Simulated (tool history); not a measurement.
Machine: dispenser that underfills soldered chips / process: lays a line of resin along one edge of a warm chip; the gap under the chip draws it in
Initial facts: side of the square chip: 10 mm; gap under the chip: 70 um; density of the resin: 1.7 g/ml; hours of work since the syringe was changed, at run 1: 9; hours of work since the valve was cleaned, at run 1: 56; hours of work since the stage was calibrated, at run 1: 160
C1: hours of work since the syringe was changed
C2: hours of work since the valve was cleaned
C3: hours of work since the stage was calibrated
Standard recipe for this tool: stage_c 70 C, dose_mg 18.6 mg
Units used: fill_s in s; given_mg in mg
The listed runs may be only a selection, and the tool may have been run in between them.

Run 1, hour 0.0: usual settings; C1 9; C2 56; C3 160. Result: fill_s 184.2 s, given_mg 18.27 mg.
At hour 3.3: new syringe of resin.
Run 2, hour 6.8: usual settings but stage_c 63 C; C1 2; C2 61; C3 164. Result: fill_s 175.8 s, given_mg 18.26 mg.
Run 3, hour 11.6: usual settings but stage_c 63 C; C1 6; C2 64; C3 168. Result: fill_s 213.1 s, given_mg 18.28 mg.
Run 4, hour 15.0: usual settings but stage_c 63 C; C1 8; C2 66; C3 170. Result: fill_s 237.9 s, given_mg 18.09 mg.
At hour 18.9: new syringe of resin.
Run 5, hour 19.3: usual settings; C1 0; C2 69; C3 173. Result: fill_s 116.2 s, given_mg 18.17 mg.
Run 6, hour 24.4: usual settings; C1 4; C2 73; C3 176. Result: fill_s 142.7 s, given_mg 18.14 mg.
Run 7, hour 29.6: usual settings; C1 7; C2 76; C3 180. Result: fill_s 172.7 s, given_mg 18.19 mg.
At hour 34.6: new syringe of resin.
Run 8, hour 35.9: usual settings; C1 1; C2 80; C3 184. Result: fill_s 121.3 s, given_mg 17.93 mg.
Run 9, hour 41.5: usual settings; C1 5; C2 84; C3 188. Result: fill_s 149.4 s, given_mg 18.24 mg.
Run 10, hour 46.0: usual settings; C1 8; C2 87; C3 191. Result: fill_s 177.5 s, given_mg 17.94 mg.
At hour 50.3: new syringe of resin.
Run 11, hour 52.0: usual settings; C1 1; C2 91; C3 195. Result: fill_s 121.5 s, given_mg 18.03 mg.
Run 12, hour 57.2: usual settings; C1 5; C2 95; C3 198. Result: fill_s 151.3 s, given_mg 18.04 mg.
Run 13, hour 63.5: usual settings; C1 9; C2 99; C3 203. Result: fill_s 189.8 s, given_mg 17.92 mg.
At hour 66.2: new syringe of resin.
Run 14, hour 70.4: usual settings but stage_c 64 C; C1 3; C2 104; C3 207. Result: fill_s 171.5 s, given_mg 17.92 mg.
Run 15, hour 75.3: usual settings; C1 6; C2 107; C3 211. Result: fill_s 160.6 s, given_mg 18.05 mg.
Run 16, hour 81.0: usual settings; C1 10; C2 111; C3 215. Result: fill_s 196.4 s, given_mg 17.88 mg.
At hour 82.2: new syringe of resin.
Run 17, hour 86.7: usual settings but dose_mg 16.5 mg; C1 3; C2 115; C3 218. Result: fill_s 136.5 s, given_mg 15.89 mg.
Run 18, hour 90.3: usual settings but stage_c 63 C, dose_mg 20.9 mg; C1 6; C2 117; C3 221. Result: fill_s 201.0 s, given_mg 20.02 mg.
Run 19, hour 95.5: usual settings but stage_c 64 C, dose_mg 21.0 mg; C1 9; C2 121; C3 224. Result: fill_s 231.9 s, given_mg 20.24 mg.
At hour 98.2: new syringe of resin.
Run 20, hour 101.4: usual settings but stage_c 59 C, dose_mg 16.0 mg; C1 2; C2 125; C3 228. Result: fill_s 209.8 s, given_mg 15.38 mg.
Run 21, hour 105.0: usual settings but stage_c 61 C, dose_mg 18.3 mg; C1 5; C2 127; C3 231. Result: fill_s 210.6 s, given_mg 17.60 mg.
Run 22, hour 111.1: usual settings but stage_c 61 C, dose_mg 18.3 mg; C1 9; C2 131; C3 235. Result: fill_s 270.8 s, given_mg 17.46 mg.
At hour 114.0: new syringe of resin.
At hour 117.8: dispensing valve cleaned and set on the balance.
Run 23, hour 118.8: usual settings but stage_c 61 C, dose_mg 18.3 mg; C1 3; C2 1; C3 239. Result: fill_s 184.8 s, given_mg 18.23 mg.
Run 24, hour 124.7: usual settings but stage_c 58 C, dose_mg 20.5 mg; C1 7; C2 5; C3 244. Result: fill_s 259.5 s, given_mg 20.55 mg.
Run 25, hour 129.3: usual settings but stage_c 80 C, dose_mg 20.4 mg; C1 10; C2 8; C3 247. Result: fill_s 128.3 s, given_mg 20.40 mg.
At hour 130.6: new syringe of resin.
Run 26, hour 135.7: usual settings but stage_c 82 C, dose_mg 18.1 mg; C1 4; C2 12; C3 251. Result: fill_s 86.8 s, given_mg 18.15 mg.
Run 27, hour 141.6: usual settings but stage_c 69 C, dose_mg 19.0 mg; C1 8; C2 16; C3 255. Result: fill_s 173.2 s, given_mg 18.83 mg.
At hour 146.3: new syringe of resin.
Run 28, hour 146.3: usual settings but stage_c 69 C, dose_mg 19.0 mg; C1 0; C2 19; C3 258. Result: fill_s 115.3 s, given_mg 18.79 mg.
Run 29, hour 150.7: usual settings but stage_c 85 C, dose_mg 19.8 mg; C1 3; C2 22; C3 261. Result: fill_s 74.3 s, given_mg 19.60 mg.
Run 30, hour 154.1: usual settings but stage_c 85 C, dose_mg 19.8 mg; C1 5; C2 25; C3 263. Result: fill_s 84.2 s, given_mg 19.58 mg.
Run 31, hour 159.7: usual settings but stage_c 69 C, dose_mg 17.5 mg; C1 9; C2 29; C3 267. Result: fill_s 198.4 s, given_mg 17.35 mg.
At hour 162.1: new syringe of resin.
Run 32, hour 166.7: usual settings but stage_c 69 C, dose_mg 17.5 mg; C1 3; C2 33; C3 272. Result: fill_s 138.9 s, given_mg 17.35 mg.
Run 33, hour 172.5: usual settings but stage_c 79 C, dose_mg 21.0 mg; C1 7; C2 37; C3 276. Result: fill_s 114.5 s, given_mg 20.64 mg.
At hour 178.0: new syringe of resin.
Run 34, hour 178.5: usual settings but stage_c 58 C; C1 0; C2 41; C3 280. Result: fill_s 182.2 s, given_mg 18.45 mg.

5 ways to go on from here, each from the tool as it stands after run 34. What would each give?
Run A, hour 185.0: usual settings but stage_c 73 C, dose_mg 18.1 mg; C1 5; C2 46; C3 284. Result: fill_s ?, given_mg ?.
Run B, hour 185.0: usual settings but stage_c 76 C, dose_mg 18.1 mg; C1 5; C2 46; C3 284. Result: fill_s ?, given_mg ?.
Run C, hour 185.0: usual settings but stage_c 84 C, dose_mg 19.0 mg; C1 5; C2 46; C3 284. Result: fill_s ?, given_mg ?.
Run D, hour 185.0: usual settings but stage_c 68 C, dose_mg 16.5 mg; C1 5; C2 46; C3 284. Result: fill_s ?, given_mg ?.
Run E, hour 185.0: usual settings but stage_c 68 C; C1 5; C2 46; C3 284. Result: fill_s ?, given_mg ?.

run  fill_s  given_mg
  A   128.0     17.81
  B   113.7     17.90
  C    83.9     18.85
  D   159.5     16.19
  E   158.2     18.38
With the hidden condition removed and each run's random variation left untouched, the same runs would have given:
run  fill_s  given_mg
  A   102.1     18.08
  B    90.6     18.17
  C    66.7     19.13
  D   127.1     16.44
  E   126.3     18.66
